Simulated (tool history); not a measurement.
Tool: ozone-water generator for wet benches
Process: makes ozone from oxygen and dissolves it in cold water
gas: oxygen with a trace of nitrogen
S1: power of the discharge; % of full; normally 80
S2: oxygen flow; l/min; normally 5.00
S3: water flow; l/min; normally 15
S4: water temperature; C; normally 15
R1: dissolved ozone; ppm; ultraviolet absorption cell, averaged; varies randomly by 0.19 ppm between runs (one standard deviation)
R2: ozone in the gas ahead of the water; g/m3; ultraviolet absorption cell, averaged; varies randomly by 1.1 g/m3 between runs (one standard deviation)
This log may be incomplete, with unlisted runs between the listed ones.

run   hour  S1    S2  S3  S4    R1     R2
  1    0.0  80  5.00  15  15  25.8  192.8
  2   27.4  80  5.00  15  15  25.5  194.4
  3   49.6  80  5.00  15  15  26.1  192.7
  4   70.6  80  5.00  15  15  25.7  193.5
  5  102.2  80  5.00  15  15  26.0  192.9
  6  141.7  80  5.00  15  15  25.9  191.6
  7  179.7  80  5.00  15  15  25.8  192.6
  8  204.8  80  5.00  15  15  25.7  191.0
  9  226.7  80  5.00  13  15  28.4  191.8
 10  253.4  80  5.00  15  15  25.9  194.0
     259.4  -- contactor cleaned
 11  297.9  80  7.40  15  15  22.7  146.4
 12  339.5  45  5.00   9   8  28.2  138.6
     357.4  -- contactor cleaned, once more
 13  384.1  45  5.00   9   8  30.5  136.8
 14  417.2  69  6.16  15  15  24.2  152.2
 15  439.5  85  5.00  15  16  27.7  197.2
 16  480.8  85  2.63  15  16  29.8  302.8
 17  511.2  85  7.29  15  15  26.1  153.2
 18  551.0  73  7.29  18  15  21.2  140.9
 19  575.4  73  7.29  18  15  21.1  141.2
 20  610.3  73  2.83   9  15  40.5  262.7
 21  650.1  80  8.72  15  15  24.0  130.7

Forecast each of these 5 alternatives for the next run:
  A  682.5  80  2.52  16  15   ?   ?
  B  682.5  91  8.72  23  12   ?   ?
  C  682.5  90  6.45  14  15   ?   ?
  D  682.5  44  8.72  15  15   ?   ?
  E  682.5  80  3.06  15  14   ?   ?

run    R1     R2
  A  27.0  303.8
  B  20.5  140.1
  C  28.9  173.8
  D  17.1   92.1
  E  28.7  265.2
Without the tool's hidden state the same runs would have given:
run    R1     R2
  A  27.4  307.6
  B  20.9  142.0
  C  29.4  176.1
  D  17.4   92.9
  E  29.2  268.4
